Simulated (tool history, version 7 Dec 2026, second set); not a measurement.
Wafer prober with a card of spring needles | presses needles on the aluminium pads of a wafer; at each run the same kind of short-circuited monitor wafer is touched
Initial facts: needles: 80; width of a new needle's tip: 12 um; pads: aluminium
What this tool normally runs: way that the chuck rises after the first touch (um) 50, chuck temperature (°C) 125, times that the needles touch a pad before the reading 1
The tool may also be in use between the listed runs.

| run | hour | way that the chuck rises after the first touch (um) | chuck temperature (°C) | times that the needles touch a pad before the reading | resistance of one needle with its contact and lead (mohm) | way that a needle slides on the pad (um) |
|---|---|---|---|---|---|---|
| 1 | 0 | 50 | 125 | 1 | 398 | 12.4 |
|  | 20.8 | tips cleaned on abrasive film |
| 2 | 33.9 | 50 | 125 | 2 | 379 | 12.39 |
| 3 | 50.2 | 50 | 125 | 2 | 397 | 12.37 |
|  | 52.5 | tips cleaned on abrasive film |
|  | 84.7 | tips cleaned on abrasive film |
| 4 | 85.5 | 50 | 125 | 2 | 310 | 12.31 |
| 5 | 105.5 | 50 | 125 | 1 | 439 | 12.33 |
|  | 117.1 | tips cleaned on abrasive film |
| 6 | 127.9 | 50 | 125 | 1 | 413 | 12.31 |
| 7 | 144.2 | 50 | 125 | 1 | 460 | 12.32 |
|  | 148.8 | tips cleaned on abrasive film |
| 8 | 178.7 | 50 | 83 | 1 | 465 | 12.27 |
|  | 180.5 | tips cleaned on abrasive film |
| 9 | 198.9 | 50 | 83 | 1 | 435 | 12.27 |
|  | 211.2 | tips cleaned on abrasive film |
| 10 | 217.4 | 50 | 125 | 1 | 380 | 12.24 |
|  | 233.6 | height of the first contact set anew |
|  | 243.6 | tips cleaned on abrasive film |
| 11 | 244.1 | 50 | 125 | 1 | 319 | 12.48 |
|  | 275.6 | tips cleaned on abrasive film |
| 12 | 277.3 | 50 | 125 | 1 | 332 | 12.48 |
|  | 306.6 | tips cleaned on abrasive film |
| 13 | 312.4 | 50 | 125 | 1 | 379 | 12.45 |
|  | 338.3 | tips cleaned on abrasive film |
| 14 | 338.7 | 50 | 125 | 1 | 322 | 12.42 |
| 15 | 364.5 | 50 | 125 | 1 | 458 | 12.42 |
|  | 370 | tips cleaned on abrasive film |
| 16 | 396 | 50 | 125 | 1 | 455 | 12.4 |
|  | 401.3 | tips cleaned on abrasive film |
| 17 | 423.9 | 50 | 125 | 1 | 466 | 12.4 |
|  | 433.1 | tips cleaned on abrasive film |
| 18 | 439.2 | 50 | 125 | 1 | 379 | 12.37 |
| 19 | 455 | 41 | 112 | 2 | 439 | 10.1 |

What does the tool deliver on the next run?
|  | 464.2 | tips cleaned on abrasive film |
| 20 | 476.8 | 42 | 121 | 2 | ? | ? |

Run 20 yielded resistance of one needle with its contact and lead (mohm) 405, way that a needle slides on the pad (um) 10.36.
Without the tool's hidden state the same run would have given resistance of one needle with its contact and lead (mohm) 303, way that a needle slides on the pad (um) 10.52.

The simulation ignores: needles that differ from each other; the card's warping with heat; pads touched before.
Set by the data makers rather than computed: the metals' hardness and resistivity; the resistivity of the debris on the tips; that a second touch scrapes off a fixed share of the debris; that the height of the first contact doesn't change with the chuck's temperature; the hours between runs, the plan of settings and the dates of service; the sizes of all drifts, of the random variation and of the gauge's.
